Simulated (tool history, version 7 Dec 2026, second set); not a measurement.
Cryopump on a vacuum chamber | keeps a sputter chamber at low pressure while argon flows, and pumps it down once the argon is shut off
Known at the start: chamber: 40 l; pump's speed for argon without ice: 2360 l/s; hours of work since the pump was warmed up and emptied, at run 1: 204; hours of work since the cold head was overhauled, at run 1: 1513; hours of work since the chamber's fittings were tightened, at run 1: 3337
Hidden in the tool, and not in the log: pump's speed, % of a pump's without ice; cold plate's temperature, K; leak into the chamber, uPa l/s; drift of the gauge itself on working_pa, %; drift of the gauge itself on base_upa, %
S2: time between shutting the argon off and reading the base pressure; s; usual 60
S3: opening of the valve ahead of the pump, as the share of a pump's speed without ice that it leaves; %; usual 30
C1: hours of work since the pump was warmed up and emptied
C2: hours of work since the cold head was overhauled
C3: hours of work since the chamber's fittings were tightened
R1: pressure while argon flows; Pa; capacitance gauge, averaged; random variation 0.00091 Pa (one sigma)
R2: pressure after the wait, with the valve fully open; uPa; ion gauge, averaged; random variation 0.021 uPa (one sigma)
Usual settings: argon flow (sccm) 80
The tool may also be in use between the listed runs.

{"run": 1, "hour": 0.0, "argon flow (sccm)": 80, "S2": 60, "S3": 30, "C1": 204, "C2": 1513, "C3": 3337, "R1": 0.2028, "R2": 2.48}
{"run": 2, "hour": 34.3, "argon flow (sccm)": 80, "S2": 60, "S3": 30, "C1": 228, "C2": 1537, "C3": 3361, "R1": 0.2046, "R2": 2.39}
{"run": 3, "hour": 90.6, "argon flow (sccm)": 80, "S2": 22, "S3": 30, "C1": 267, "C2": 1577, "C3": 3401, "R1": 0.2067, "R2": 3.12}
{"run": 4, "hour": 150.0, "argon flow (sccm)": 37, "S2": 22, "S3": 30, "C1": 309, "C2": 1618, "C3": 3443, "R1": 0.0981, "R2": 3.26}
{"run": 5, "hour": 184.0, "argon flow (sccm)": 37, "S2": 22, "S3": 30, "C1": 333, "C2": 1642, "C3": 3467, "R1": 0.098, "R2": 3.21}
{"run": 6, "hour": 234.4, "argon flow (sccm)": 37, "S2": 22, "S3": 30, "C1": 368, "C2": 1678, "C3": 3502, "R1": 0.0991, "R2": 3.43}
{"hour": 271.7, "done": "pump warmed up, emptied and cooled again"}
{"run": 7, "hour": 273.9, "argon flow (sccm)": 37, "S2": 22, "S3": 30, "C1": 2, "C2": 1702, "C3": 3526, "R1": 0.0889, "R2": 2.7}
{"hour": 302.9, "done": "leaking fittings of the chamber tightened, without venting"}
{"run": 8, "hour": 318.1, "argon flow (sccm)": 80, "S2": 60, "S3": 30, "C1": 31, "C2": 1731, "C3": 11, "R1": 0.1959, "R2": 0.44}
{"run": 9, "hour": 356.0, "argon flow (sccm)": 80, "S2": 60, "S3": 19, "C1": 58, "C2": 1758, "C3": 37, "R1": 0.3061, "R2": 0.46}
{"run": 10, "hour": 411.5, "argon flow (sccm)": 80, "S2": 60, "S3": 30, "C1": 97, "C2": 1797, "C3": 76, "R1": 0.198, "R2": 0.48}
{"run": 11, "hour": 482.1, "argon flow (sccm)": 80, "S2": 60, "S3": 30, "C1": 146, "C2": 1846, "C3": 126, "R1": 0.2017, "R2": 0.5}
{"run": 12, "hour": 530.6, "argon flow (sccm)": 80, "S2": 60, "S3": 30, "C1": 180, "C2": 1880, "C3": 160, "R1": 0.2029, "R2": 0.56}
{"run": 13, "hour": 595.7, "argon flow (sccm)": 80, "S2": 60, "S3": 30, "C1": 226, "C2": 1926, "C3": 206, "R1": 0.2037, "R2": 0.56}
{"run": 14, "hour": 639.3, "argon flow (sccm)": 80, "S2": 60, "S3": 30, "C1": 257, "C2": 1957, "C3": 236, "R1": 0.2081, "R2": 0.63}
{"run": 15, "hour": 711.1, "argon flow (sccm)": 80, "S2": 60, "S3": 30, "C1": 307, "C2": 2007, "C3": 287, "R1": 0.2109, "R2": 0.69}
{"run": 16, "hour": 741.8, "argon flow (sccm)": 80, "S2": 60, "S3": 30, "C1": 329, "C2": 2029, "C3": 308, "R1": 0.2147, "R2": 0.69}
{"run": 17, "hour": 775.3, "argon flow (sccm)": 84, "S2": 104, "S3": 56, "C1": 352, "C2": 2052, "C3": 332, "R1": 0.1353, "R2": 0.6}
{"hour": 833.5, "done": "pump warmed up, emptied and cooled again"}
{"run": 18, "hour": 835.0, "argon flow (sccm)": 84, "S2": 104, "S3": 56, "C1": 1, "C2": 2091, "C3": 370, "R1": 0.1097, "R2": 0.5}
{"run": 19, "hour": 903.9, "argon flow (sccm)": 42, "S2": 222, "S3": 28, "C1": 49, "C2": 2139, "C3": 418, "R1": 0.1084, "R2": 0.45}
{"run": 20, "hour": 953.5, "argon flow (sccm)": 34, "S2": 102, "S3": 32, "C1": 84, "C2": 2174, "C3": 453, "R1": 0.0787, "R2": 0.54}
{"run": 21, "hour": 994.9, "argon flow (sccm)": 71, "S2": 60, "S3": 30, "C1": 113, "C2": 2203, "C3": 482, "R1": 0.1762, "R2": 0.72}
{"run": 22, "hour": 1051.5, "argon flow (sccm)": 71, "S2": 60, "S3": 30, "C1": 153, "C2": 2243, "C3": 522, "R1": 0.1792, "R2": 0.74}
{"run": 23, "hour": 1095.0, "argon flow (sccm)": 80, "S2": 40, "S3": 28, "C1": 184, "C2": 2273, "C3": 553, "R1": 0.2165, "R2": 0.94}
{"run": 24, "hour": 1167.2, "argon flow (sccm)": 68, "S2": 271, "S3": 17, "C1": 234, "C2": 2324, "C3": 603, "R1": 0.3, "R2": 0.59}
{"run": 25, "hour": 1199.4, "argon flow (sccm)": 68, "S2": 271, "S3": 17, "C1": 257, "C2": 2347, "C3": 626, "R1": 0.3016, "R2": 0.64}
{"run": 26, "hour": 1233.3, "argon flow (sccm)": 80, "S2": 132, "S3": 25, "C1": 281, "C2": 2370, "C3": 650, "R1": 0.2482, "R2": 0.71}
{"run": 27, "hour": 1268.3, "argon flow (sccm)": 80, "S2": 132, "S3": 25, "C1": 305, "C2": 2395, "C3": 674, "R1": 0.2502, "R2": 0.75}
{"run": 28, "hour": 1306.7, "argon flow (sccm)": 134, "S2": 284, "S3": 30, "C1": 332, "C2": 2422, "C3": 701, "R1": 0.3604, "R2": 0.72}
{"run": 29, "hour": 1346.6, "argon flow (sccm)": 134, "S2": 284, "S3": 30, "C1": 360, "C2": 2450, "C3": 729, "R1": 0.3639, "R2": 0.74}
{"hour": 1392.8, "done": "pump warmed up, emptied and cooled again"}
{"run": 30, "hour": 1410.3, "argon flow (sccm)": 109, "S2": 62, "S3": 53, "C1": 12, "C2": 2491, "C3": 770, "R1": 0.1506, "R2": 0.79}

Some steps in R1 between neighbouring runs. How much of each would the tool show without its hidden state too (settings, what came in, random variation), and how much is left for the hidden state, with any gauge scatter that isn't in both results?
Run 8 -> 9: S3 30 -> 19. R1 +0.1102 Pa: hidden state +0.0013, all else +0.1089.
Run 17 -> 18: pump warmed up, emptied and cooled again. R1 -0.0256 Pa: hidden state -0.0257, all else +0.0001.
Run 27 -> 28: argon flow (sccm) 80 -> 134, S2 132 -> 284, S3 25 -> 30. R1 +0.1102 Pa: hidden state +0.0188, all else +0.0914.
Run 29 -> 30: argon flow (sccm) 134 -> 109, S2 284 -> 62, S3 30 -> 53, pump warmed up, emptied and cooled again. R1 -0.2133 Pa: hidden state -0.0431, all else -0.1702.

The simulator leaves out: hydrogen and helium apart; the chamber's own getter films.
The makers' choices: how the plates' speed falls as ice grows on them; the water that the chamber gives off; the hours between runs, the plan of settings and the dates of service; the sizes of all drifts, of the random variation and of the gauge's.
